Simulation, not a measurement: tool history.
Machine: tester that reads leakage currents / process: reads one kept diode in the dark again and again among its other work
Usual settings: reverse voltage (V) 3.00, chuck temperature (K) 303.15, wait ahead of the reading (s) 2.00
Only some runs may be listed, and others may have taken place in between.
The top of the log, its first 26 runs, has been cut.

run	hour	reverse voltage (V)	chuck temperature (K)	wait ahead of the reading (s)	current that the tester gives (pA)
27	973.6	2.27	320.15	1.82	489.31
# hour 979.7: probe card cleaned and baked
28	1025.0	2.27	320.15	1.82	488.21
29	1077.0	2.15	307.15	1.82	173.22
# hour 1104.6: tester calibrated
30	1111.4	3.00	303.15	0.64	151.65
31	1148.9	1.13	313.15	2.00	203.40
32	1185.8	3.36	305.15	2.00	187.90
33	1211.8	4.68	305.15	2.00	221.82
34	1238.8	5.80	306.15	0.62	268.55
# hour 1270.2: probe card cleaned and baked, once more
35	1282.3	2.54	302.15	2.90	123.89
36	1318.8	2.54	302.15	2.90	124.02
37	1365.3	1.79	300.15	1.39	87.79
38	1402.4	3.00	332.15	1.47	1333.62
39	1434.9	1.23	309.15	1.87	152.54

Here are 3 independent what-if runs from the current tool condition. What would each one return?
A	1472.0	18.17	309.15	1.87	?
B	1472.0	11.11	303.15	2.00	?
C	1472.0	1.23	318.15	1.87	?

run	current that the tester gives (pA)
A	589.19
B	282.06
C	306.20
Without the tool's unlogged condition, the same runs would have read:
run	current that the tester gives (pA)
A	653.38
B	313.92
C	338.16
